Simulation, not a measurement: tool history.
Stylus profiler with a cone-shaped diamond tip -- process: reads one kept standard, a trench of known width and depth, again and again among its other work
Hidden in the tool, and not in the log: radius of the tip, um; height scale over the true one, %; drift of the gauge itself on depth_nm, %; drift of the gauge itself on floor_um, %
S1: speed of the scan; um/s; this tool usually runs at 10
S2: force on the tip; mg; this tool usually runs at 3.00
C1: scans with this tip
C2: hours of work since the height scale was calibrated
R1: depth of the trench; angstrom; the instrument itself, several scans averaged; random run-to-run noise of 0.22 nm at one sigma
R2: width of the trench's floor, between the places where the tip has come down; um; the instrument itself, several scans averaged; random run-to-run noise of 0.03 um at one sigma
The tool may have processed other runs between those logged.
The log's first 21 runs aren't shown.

run    hour  S1    S2     C1    C2       R1     R2
 22   669.6  10  6.72   9928  1215  10143.4  14.50
 23   699.0  10  6.72  10118  1238  10144.3  14.49
 24   741.9  33  2.03  10395  1272  10077.6  14.26
 25   780.8   8  1.98  10646  1302  10076.9  14.42
 26   825.2  14  2.79  10933  1337  10094.8  14.33
 27   863.0   6  2.54  11176  1367  10090.5  14.37
 28   885.3   6  2.54  11321  1385  10093.5  14.35
 29   909.6   6  5.15  11477  1404  10128.8  14.34
 30   951.4   6  5.15  11747  1437  10127.5  14.29
 31   998.8   4  3.00  12053  1474  10096.7  14.32
 32  1024.2   5  3.25  12217  1495  10101.6  14.22
 33  1057.6   5  3.25  12433  1521  10099.6  14.21
 34  1105.5  20  3.00  12742  1559  10096.7  14.11
 35  1138.2  18  1.74  12952  1585  10077.9  14.07
 36  1183.2  37  3.00  13243  1620  10102.9  13.90
 37  1213.1   5  2.26  13436  1644  10087.2  14.03
 38  1235.5   2  1.76  13581  1661  10084.9  14.13
 39  1282.3   2  1.76  13883  1698  10082.7  14.03
     1297.6  -- height scale calibrated on a step standard
 40  1311.8   3  3.12  14070    11  10075.2  14.10
 41  1344.3  24  2.62  14280    37  10070.7  13.90
 42  1392.0  18  4.21  14588    75  10090.8  13.86

Run 43, settings as shown, results not yet in. Your forecast:
 43  1424.5   2  1.99  14797  100   ?   ?

R1: 10058.3 angstrom
R2: 13.99 um
Were there no unlogged condition in the tool, this run, its random variation unchanged, would have produced R1 10056.6 angstrom, R2 16.02 um.
